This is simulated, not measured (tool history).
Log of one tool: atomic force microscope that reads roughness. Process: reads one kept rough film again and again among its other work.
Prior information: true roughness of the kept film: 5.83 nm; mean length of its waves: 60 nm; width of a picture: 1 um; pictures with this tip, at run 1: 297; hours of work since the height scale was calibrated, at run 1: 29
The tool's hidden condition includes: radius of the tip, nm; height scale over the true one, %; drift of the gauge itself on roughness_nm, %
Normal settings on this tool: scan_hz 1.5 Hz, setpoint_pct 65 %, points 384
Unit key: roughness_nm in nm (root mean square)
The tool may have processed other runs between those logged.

run	day	scan_hz	setpoint_pct	points	pictures with this tip	hours of work since the height scale was calibrated	roughness_nm
1	0	1.5	65	384	297	29	5.018
# day 0.238: new tip fitted
2	1.371	1.5	65	349	23	46	5.43
3	2.821	1.5	58	384	53	65	5.428
4	3.988	1.5	58	384	77	80	5.355
5	6.083	1.5	65	384	119	108	5.312
6	7.438	1.5	65	384	147	125	5.209
7	9.617	1.5	65	384	192	154	5.171
8	11.346	1.5	65	494	227	176	5.089
9	12.508	1.5	65	494	251	192	5.122
10	14.442	1.5	65	556	290	217	5.041
# day 15.058: new tip fitted
11	16.033	3.19	65	384	19	237	5.315
12	17.846	1.5	65	384	57	261	5.453
13	18.938	1.5	65	384	79	275	5.382
# day 19.171: height scale calibrated on a step standard
14	20.888	1.5	65	384	118	22	5.31
15	22.288	1.5	65	401	146	41	5.265
16	23.233	1.5	65	401	166	53	5.271
17	25.329	0.61	75	321	209	80	5.191
# day 26.025: height scale calibrated on a step standard, once more
18	26.475	0.61	75	321	231	6	5.14
19	28.75	0.73	71	321	278	36	5.072
# day 29.912: new tip fitted
20	30.712	0.5	73	353	17	61	5.537
21	31.783	0.62	73	353	38	75	5.457
22	33.167	3.76	89	298	67	93	4.448
23	34.754	3.76	89	499	99	114	4.385
24	35.838	1.05	69	714	121	128	5.303
25	37.354	1.5	82	962	152	148	5.053
26	39.625	0.88	65	517	199	177	5.257
27	41.008	0.88	65	517	227	195	5.176

Some steps in roughness_nm, run to run, broken into two amounts with sign: the step expected even without the hidden condition (settings, incoming material, random variation), and the rest, left for the hidden condition together with whatever gauge scatter is not in both the measured and the hidden-condition-free result:
Run 10 -> 11: scan_hz 1.5 -> 3.19, points 556 -> 384, new tip fitted. roughness_nm +0.274 nm (root mean square): hidden state +0.447, all else -0.173.
Run 19 -> 20: scan_hz 0.73 -> 0.5, setpoint_pct 71 -> 73, points 321 -> 353, new tip fitted. roughness_nm +0.465 nm (root mean square): hidden state +0.409, all else +0.056.
Run 21 -> 22: scan_hz 0.62 -> 3.76, setpoint_pct 73 -> 89, points 353 -> 298. roughness_nm -1.009 nm (root mean square): hidden state -0.029, all else -0.98.
Run 23 -> 24: scan_hz 3.76 -> 1.05, setpoint_pct 89 -> 69, points 499 -> 714. roughness_nm +0.918 nm (root mean square): hidden state -0.062, all else +0.98.
